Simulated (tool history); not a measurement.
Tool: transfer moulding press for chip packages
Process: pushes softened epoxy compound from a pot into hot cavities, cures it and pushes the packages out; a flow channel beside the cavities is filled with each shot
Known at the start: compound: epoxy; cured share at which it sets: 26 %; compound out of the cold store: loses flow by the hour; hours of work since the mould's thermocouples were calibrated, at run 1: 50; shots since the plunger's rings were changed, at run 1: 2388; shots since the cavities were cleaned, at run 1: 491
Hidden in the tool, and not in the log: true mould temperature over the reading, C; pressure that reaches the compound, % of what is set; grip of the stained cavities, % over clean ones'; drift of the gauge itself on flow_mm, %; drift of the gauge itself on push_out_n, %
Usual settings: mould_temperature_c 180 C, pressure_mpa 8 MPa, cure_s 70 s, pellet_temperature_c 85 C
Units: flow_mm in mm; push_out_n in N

run,hour,mould_temperature_c,pressure_mpa,cure_s,pellet_temperature_c,hours of work since the mould's thermocouples were calibrated,shots since the plunger's rings were changed,shots since the cavities were cleaned,incoming compound's hours out of the cold store,flow_mm,push_out_n
1,0,180,8,70,85,50,2388,491,35.7,669,345
# hour 5.2: cavities cleaned with cleaning compound and waxed
2,33.4,180,8,70,85,67,2809,372,31,687,317
# hour 46.2: cavities cleaned with cleaning compound and waxed
3,65.5,180,8,93,85,84,3215,255,46.4,637,237
4,81.3,180,8,93,85,92,3424,464,35.2,674,285
# hour 88.4: cavities cleaned with cleaning compound and waxed
5,116.1,180,8,93,85,110,3863,365,32.1,669,264
# hour 129.9: cavities cleaned with cleaning compound and waxed
6,140.3,180,8,71,85,122,4163,137,9.4,725,275
7,161.7,180,8,71,85,133,4447,421,44.5,634,301
# hour 171.6: cavities cleaned with cleaning compound and waxed
8,187.4,180,8,71,85,146,4766,208,14,701,284
# hour 195: plunger's sealing rings changed
9,207.2,180,8,71,85,155,161,437,43.1,676,318
# hour 215.7: cavities cleaned with cleaning compound and waxed
10,230.4,180,8,71,85,167,449,195,11.5,755,292
11,246.1,180,8,71,85,175,656,402,39.7,681,309
# hour 257.5: cavities cleaned with cleaning compound and waxed
12,265.6,180,8,70,85,185,894,108,45.6,664,248
13,284,180,8,70,85,195,1137,351,11.3,755,325
# hour 298.8: cavities cleaned with cleaning compound and waxed
14,308.3,187,6.23,54,84,207,1438,125,25.5,621,298
15,328.5,180,8,73,80,218,1705,392,38.1,661,297
# hour 341.5: cavities cleaned with cleaning compound and waxed
16,365.2,172,8,70,77,236,2170,313,20.4,722,513
# hour 384.4: cavities cleaned with cleaning compound and waxed
17,395.5,174,7.37,70,79,252,2551,146,24.9,675,386
# hour 399: mould's thermocouples calibrated
# hour 429.5: cavities cleaned with cleaning compound and waxed
18,429.5,173,6.08,106,76,15,2955,0,40.4,573,188
19,454.1,173,6.08,106,76,29,3280,325,36.6,579,265
# hour 470.9: cavities cleaned with cleaning compound and waxed
20,478,182,7.77,106,84,40,3576,94,40.6,639,204
21,495.1,187,9.27,70,76,50,3803,321,43,688,251
# hour 513.9: cavities cleaned with cleaning compound and waxed
22,513.9,184,7.63,82,88,59,4030,0,45,608,195
# hour 529.1: mould's thermocouples calibrated, once more
23,534.5,184,7.63,82,88,3,4277,247,16.5,684,241
24,554.8,174,7.84,70,94,14,4546,516,38.4,649,430
# hour 558.1: cavities cleaned with cleaning compound and waxed
# hour 579.7: plunger's sealing rings changed
25,579.7,174,7.84,70,94,25,0,252,45.3,675,373
26,599.1,180,8,70,78,35,257,509,20.5,743,354

Hidden state at the last listed run before each entry between runs and at the first one after, where it differs:
Between runs 1 and 2: cavities cleaned with cleaning compound and waxed (hour 5.2)
  true mould temperature over the reading, C: -0.04 -> -0.07; pressure that reaches the compound, % of what is set: 92.23 -> 90.85; grip of the stained cavities, % over clean ones': 44.2 -> 35.9
  measured less the result without the state, flow_mm: -28 -> -33 mm; push_out_n: +105 -> +85 N
Between runs 2 and 3: cavities cleaned with cleaning compound and waxed (hour 46.2)
  true mould temperature over the reading, C: -0.07 -> -0.1; pressure that reaches the compound, % of what is set: 90.85 -> 89.56; grip of the stained cavities, % over clean ones': 35.9 -> 28.8
  measured less the result without the state, flow_mm: -33 -> -36 mm; push_out_n: +85 -> +53 N
Between runs 4 and 5: cavities cleaned with cleaning compound and waxed (hour 88.4)
  true mould temperature over the reading, C: -0.11 -> -0.14; pressure that reaches the compound, % of what is set: 88.79 -> 87.42; grip of the stained cavities, % over clean ones': 42.8 -> 36.9
  measured less the result without the state, flow_mm: -42 -> -46 mm; push_out_n: +84 -> +70 N
Between runs 5 and 6: cavities cleaned with cleaning compound and waxed (hour 129.9)
  true mould temperature over the reading, C: -0.14 -> -0.16; pressure that reaches the compound, % of what is set: 87.42 -> 86.33; grip of the stained cavities, % over clean ones': 36.9 -> 17
  measured less the result without the state, flow_mm: -46 -> -55 mm; push_out_n: +70 -> +40 N
Between runs 7 and 8: cavities cleaned with cleaning compound and waxed (hour 171.6)
  true mould temperature over the reading, C: -0.18 -> -0.2; pressure that reaches the compound, % of what is set: 85.45 -> 84.4; grip of the stained cavities, % over clean ones': 39.7 -> 23.6
  measured less the result without the state, flow_mm: -51 -> -62 mm; push_out_n: +89 -> +55 N
Between runs 8 and 9: plunger's sealing rings changed (hour 195)
  true mould temperature over the reading, C: -0.2 -> -0.22; pressure that reaches the compound, % of what is set: 84.4 -> 99.3; grip of the stained cavities, % over clean ones': 23.6 -> 41.1
  measured less the result without the state, flow_mm: -62 -> -3 mm; push_out_n: +55 -> +94 N
Between runs 9 and 10: cavities cleaned with cleaning compound and waxed (hour 215.7)
  true mould temperature over the reading, C: -0.22 -> -0.24; pressure that reaches the compound, % of what is set: 99.3 -> 98.44; grip of the stained cavities, % over clean ones': 41.1 -> 23.3
  measured less the result without the state, flow_mm: -3 -> -5 mm; push_out_n: +94 -> +58 N
Between runs 11 and 12: cavities cleaned with cleaning compound and waxed (hour 257.5)
  true mould temperature over the reading, C: -0.25 -> -0.27; pressure that reaches the compound, % of what is set: 97.75 -> 96.97; grip of the stained cavities, % over clean ones': 38.8 -> 14.5
  measured less the result without the state, flow_mm: -7 -> -10 mm; push_out_n: +89 -> +34 N
Between runs 13 and 14: cavities cleaned with cleaning compound and waxed (hour 298.8)
  true mould temperature over the reading, C: -0.28 -> -0.3; pressure that reaches the compound, % of what is set: 96.11 -> 95.14; grip of the stained cavities, % over clean ones': 35.7 -> 15.4
  measured less the result without the state, flow_mm: -15 -> -16 mm; push_out_n: +88 -> +44 N
Between runs 15 and 16: cavities cleaned with cleaning compound and waxed (hour 341.5)
  true mould temperature over the reading, C: -0.32 -> -0.35; pressure that reaches the compound, % of what is set: 94.23 -> 92.82; grip of the stained cavities, % over clean ones': 37.1 -> 33.5
  measured less the result without the state, flow_mm: -20 -> -26 mm; push_out_n: +83 -> +137 N
Between runs 16 and 17: cavities cleaned with cleaning compound and waxed (hour 384.4)
  true mould temperature over the reading, C: -0.35 -> -0.37; pressure that reaches the compound, % of what is set: 92.82 -> 91.59; grip of the stained cavities, % over clean ones': 33.5 -> 16.2
  measured less the result without the state, flow_mm: -26 -> -29 mm; push_out_n: +137 -> +61 N
Between runs 17 and 18: mould's thermocouples calibrated (hour 399); cavities cleaned with cleaning compound and waxed (hour 429.5)
  true mould temperature over the reading, C: -0.37 -> -0.59; pressure that reaches the compound, % of what is set: 91.59 -> 90.23; grip of the stained cavities, % over clean ones': 16.2 -> 1
  measured less the result without the state, flow_mm: -29 -> -30 mm; push_out_n: +61 -> +4 N
Between runs 19 and 20: cavities cleaned with cleaning compound and waxed (hour 470.9)
  true mould temperature over the reading, C: -0.61 -> -0.63; pressure that reaches the compound, % of what is set: 89.16 -> 88.25; grip of the stained cavities, % over clean ones': 31.6 -> 11.5
  measured less the result without the state, flow_mm: -34 -> -41 mm; push_out_n: +65 -> +21 N
Between runs 21 and 22: cavities cleaned with cleaning compound and waxed (hour 513.9)
  true mould temperature over the reading, C: -0.64 -> -0.66; pressure that reaches the compound, % of what is set: 87.47 -> 86.7; grip of the stained cavities, % over clean ones': 31.3 -> 3.4
  measured less the result without the state, flow_mm: -47 -> -45 mm; push_out_n: +60 -> +7 N
Between runs 22 and 23: mould's thermocouples calibrated, once more (hour 529.1)
  true mould temperature over the reading, C: -0.66 -> -0.33; pressure that reaches the compound, % of what is set: 86.7 -> 85.88; grip of the stained cavities, % over clean ones': 3.4 -> 27.4
  measured less the result without the state, flow_mm: -45 -> -54 mm; push_out_n: +7 -> +52 N
Between runs 24 and 25: cavities cleaned with cleaning compound and waxed (hour 558.1); plunger's sealing rings changed (hour 579.7)
  true mould temperature over the reading, C: -0.35 -> -0.37; pressure that reaches the compound, % of what is set: 85.09 -> 99.79; grip of the stained cavities, % over clean ones': 46 -> 28.8
  measured less the result without the state, flow_mm: -54 -> +0 mm; push_out_n: +143 -> +89 N

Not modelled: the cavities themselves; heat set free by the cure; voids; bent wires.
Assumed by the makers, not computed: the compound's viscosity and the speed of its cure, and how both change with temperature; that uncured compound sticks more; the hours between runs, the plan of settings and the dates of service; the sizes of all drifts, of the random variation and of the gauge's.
